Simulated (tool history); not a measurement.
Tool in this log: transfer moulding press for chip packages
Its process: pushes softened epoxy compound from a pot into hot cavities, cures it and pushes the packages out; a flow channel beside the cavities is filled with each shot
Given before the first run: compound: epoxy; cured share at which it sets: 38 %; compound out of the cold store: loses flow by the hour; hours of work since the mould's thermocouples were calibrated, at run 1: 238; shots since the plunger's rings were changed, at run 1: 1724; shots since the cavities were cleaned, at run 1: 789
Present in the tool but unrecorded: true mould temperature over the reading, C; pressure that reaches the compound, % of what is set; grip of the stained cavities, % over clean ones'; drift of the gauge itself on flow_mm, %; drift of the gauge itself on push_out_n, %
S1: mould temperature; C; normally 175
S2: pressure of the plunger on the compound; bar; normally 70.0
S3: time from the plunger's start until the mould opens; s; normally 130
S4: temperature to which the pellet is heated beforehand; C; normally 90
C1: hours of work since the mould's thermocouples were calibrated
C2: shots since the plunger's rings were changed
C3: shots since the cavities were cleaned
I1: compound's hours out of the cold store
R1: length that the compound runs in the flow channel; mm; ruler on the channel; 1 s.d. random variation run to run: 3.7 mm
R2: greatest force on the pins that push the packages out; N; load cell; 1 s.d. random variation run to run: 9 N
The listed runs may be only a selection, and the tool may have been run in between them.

run   hour   S1    S2   S3   S4   C1    C2   C3    I1   R1   R2
  1    0.0  175  70.0  130   90  238  1724  789  15.4  957  675
      10.0  -- cavities cleaned with cleaning compound and waxed
  2   11.0  170  70.0  130   90  242  1787    6  14.6  969  494
  3   19.6  170  70.0  130   90  246  1844   63  19.5  948  544
  4   27.3  170  70.0  130   90  250  1895  114  32.8  909  522
  5   33.3  170  70.0  130   97  253  1935  154  39.2  881  561
  6   44.1  172  70.0  130   90  258  2006  225   9.6  986  589
  7   56.7  175  70.0  112   90  264  2090  309  10.6  975  631
  8   63.3  175  70.0  112   90  267  2133  352  35.1  878  616
  9   70.1  175  70.0  112   90  270  2178  397  19.1  936  634
 10   75.3  175  70.0  112   90  273  2212  431  13.9  955  691
 11   80.7  175  70.0  112   90  276  2249  468  43.0  858  653
      83.9  -- mould's thermocouples calibrated
 12   93.5  175  70.0  112   90    5  2320  539  40.7  857  652
 13  103.5  175  70.0  130   90    9  2386  605  39.2  863  633
 14  110.0  175  70.0  130   90   13  2429  648  12.7  958  653
 15  119.8  175  70.0  130   90   17  2494  713  15.9  945  638
 16  131.8  176  75.8  113   88   23  2573  792  24.2  952  736
     140.9  -- cavities cleaned with cleaning compound and waxed
 17  142.3  179  75.8  113   88   27  2633    9  32.5  909  422
     148.5  -- mould's thermocouples calibrated, once more
 18  151.3  179  70.0  130   95    1  2679   55  12.9  944  411
 19  160.3  175  53.4  130   90    6  2739  115  16.8  822  474
 20  167.5  175  53.4  130   90    9  2786  162  14.6  825  486
 21  175.3  175  53.4  130   90   13  2838  214  24.8  780  522
 22  181.3  175  79.4  130   90   16  2878  254  24.0  965  519
 23  190.9  175  79.4  130   90   20  2941  317  47.6  885  551
 24  201.7  175  79.4  130   90   26  3013  389  21.0  977  574
 25  207.9  177  59.9  146  100   28  3053  429  18.4  852  555
     215.5  -- plunger's sealing rings changed
 26  217.8  176  60.6  144   98   32    15  479  43.3  812  588
 27  224.3  176  60.6  144   98   35    57  521  13.6  921  603
 28  230.6  175  70.0  162   96   38   100  564  38.1  899  596

Predict each of these 4 candidate next runs independently; none follows another, all start after run 28:
  A  240.3  175  70.0  143  96  43  164  628  11.4   ?   ?
  B  240.3  175  52.3  140  90  43  164  628  21.4   ?   ?
  C  240.3  182  55.0  152  96  43  164  628  39.2   ?   ?
  D  240.3  181  70.0  153  96  43  164  628  10.5   ?   ?

run   R1   R2
  A  995  619
  B  830  630
  C  785  584
  D  993  586
Take away the tool's hidden state, keep each run's random variation, and the runs would have read:
run   R1   R2
  A  999  406
  B  833  415
  C  788  384
  D  997  381
